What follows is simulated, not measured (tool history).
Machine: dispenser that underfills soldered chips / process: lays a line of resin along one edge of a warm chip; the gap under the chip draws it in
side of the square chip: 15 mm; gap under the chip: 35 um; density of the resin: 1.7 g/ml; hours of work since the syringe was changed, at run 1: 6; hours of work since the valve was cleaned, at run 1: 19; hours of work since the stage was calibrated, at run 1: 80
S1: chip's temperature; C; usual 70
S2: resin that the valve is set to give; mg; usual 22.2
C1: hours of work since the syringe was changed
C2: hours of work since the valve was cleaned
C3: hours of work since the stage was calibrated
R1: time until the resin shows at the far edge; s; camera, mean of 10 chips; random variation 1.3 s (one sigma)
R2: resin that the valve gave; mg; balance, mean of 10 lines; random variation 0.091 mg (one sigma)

| run | hour | S1 | S2 | C1 | C2 | C3 | R1 | R2 |
|---|---|---|---|---|---|---|---|---|
| 1 | 0.0 | 70 | 22.2 | 6 | 19 | 80 | 169.1 | 22.07 |
|  | 2.8 | new syringe of resin |
| 2 | 3.0 | 70 | 26.1 | 0 | 21 | 82 | 123.5 | 25.90 |
| 3 | 5.4 | 70 | 26.1 | 2 | 23 | 83 | 135.8 | 25.94 |
| 4 | 8.2 | 70 | 26.3 | 4 | 25 | 86 | 153.8 | 26.06 |
| 5 | 10.8 | 70 | 26.3 | 6 | 27 | 88 | 168.8 | 26.01 |
|  | 13.5 | new syringe of resin |
| 6 | 13.7 | 70 | 27.0 | 0 | 29 | 90 | 125.8 | 26.57 |
| 7 | 16.8 | 64 | 22.2 | 3 | 32 | 92 | 168.2 | 21.90 |
| 8 | 20.4 | 70 | 22.2 | 5 | 34 | 95 | 157.8 | 21.77 |
| 9 | 23.1 | 70 | 22.2 | 7 | 36 | 97 | 183.2 | 21.77 |
|  | 24.0 | new syringe of resin |
| 10 | 27.7 | 70 | 21.3 | 3 | 40 | 100 | 146.4 | 20.92 |
| 11 | 30.7 | 83 | 22.2 | 5 | 42 | 102 | 110.2 | 21.87 |
| 12 | 32.9 | 83 | 22.2 | 7 | 44 | 104 | 115.3 | 21.74 |
|  | 34.4 | new syringe of resin |
|  | 36.0 | dispensing valve cleaned and set on the balance |
| 13 | 38.4 | 70 | 20.3 | 2 | 2 | 107 | 139.3 | 20.44 |
| 14 | 42.6 | 70 | 20.3 | 5 | 5 | 110 | 164.0 | 20.49 |
|  | 46.0 | new syringe of resin |
| 15 | 46.3 | 71 | 22.2 | 0 | 8 | 113 | 121.6 | 22.10 |
| 16 | 49.2 | 71 | 22.2 | 2 | 10 | 115 | 136.2 | 22.22 |
| 17 | 51.8 | 59 | 22.2 | 4 | 12 | 117 | 221.6 | 22.09 |
| 18 | 54.8 | 59 | 22.2 | 7 | 14 | 119 | 254.0 | 22.12 |
|  | 56.5 | new syringe of resin |
| 19 | 57.4 | 59 | 22.2 | 1 | 16 | 121 | 183.2 | 22.03 |
| 20 | 60.6 | 61 | 21.5 | 3 | 18 | 124 | 196.1 | 21.34 |
| 21 | 63.1 | 64 | 24.3 | 5 | 20 | 126 | 196.2 | 24.27 |
|  | 67.1 | new syringe of resin |
| 22 | 67.6 | 59 | 22.2 | 0 | 23 | 129 | 181.6 | 21.93 |
| 23 | 71.1 | 59 | 22.2 | 3 | 26 | 131 | 208.0 | 22.01 |
| 24 | 75.1 | 59 | 22.2 | 6 | 29 | 134 | 247.4 | 21.86 |
|  | 77.7 | new syringe of resin |
| 25 | 78.2 | 59 | 28.7 | 0 | 31 | 137 | 177.4 | 28.14 |
| 26 | 80.3 | 65 | 19.0 | 2 | 33 | 138 | 166.4 | 18.70 |
| 27 | 83.7 | 84 | 20.6 | 5 | 35 | 141 | 100.4 | 20.42 |
| 28 | 86.7 | 77 | 22.5 | 7 | 38 | 143 | 142.1 | 22.24 |
|  | 88.1 | new syringe of resin |
| 29 | 89.9 | 56 | 27.7 | 1 | 40 | 145 | 203.3 | 27.30 |
| 30 | 93.8 | 70 | 26.8 | 4 | 43 | 148 | 148.9 | 26.18 |
|  | 97.3 | dispensing valve cleaned and set on the balance |
| 31 | 97.6 | 71 | 27.5 | 6 | 0 | 150 | 161.6 | 27.64 |
|  | 99.6 | new syringe of resin |
| 32 | 102.2 | 60 | 26.2 | 2 | 4 | 154 | 189.1 | 26.22 |
| 33 | 106.6 | 78 | 19.4 | 5 | 7 | 157 | 126.8 | 19.42 |
| 34 | 109.3 | 78 | 19.4 | 7 | 9 | 159 | 145.5 | 19.36 |
|  | 110.0 | new syringe of resin |
| 35 | 113.6 | 64 | 19.2 | 3 | 12 | 162 | 177.2 | 19.09 |
| 36 | 115.9 | 64 | 19.2 | 5 | 14 | 164 | 190.7 | 19.23 |

3 ways to go on from here, each from the tool as it stands after run 36. What would each give?
| A | 118.6 | 72 | 19.5 | 7 | 16 | 166 | ? | ? |
| B | 118.6 | 66 | 24.5 | 7 | 16 | 166 | ? | ? |
| C | 118.6 | 71 | 22.2 | 7 | 16 | 166 | ? | ? |

| run | R1 | R2 |
|---|---|---|
| A | 164.6 | 19.39 |
| B | 191.0 | 24.23 |
| C | 167.6 | 21.89 |
Had the tool no hidden state, the same runs would have come out as:
| run | R1 | R2 |
|---|---|---|
| A | 120.4 | 19.56 |
| B | 139.9 | 24.45 |
| C | 122.5 | 22.09 |
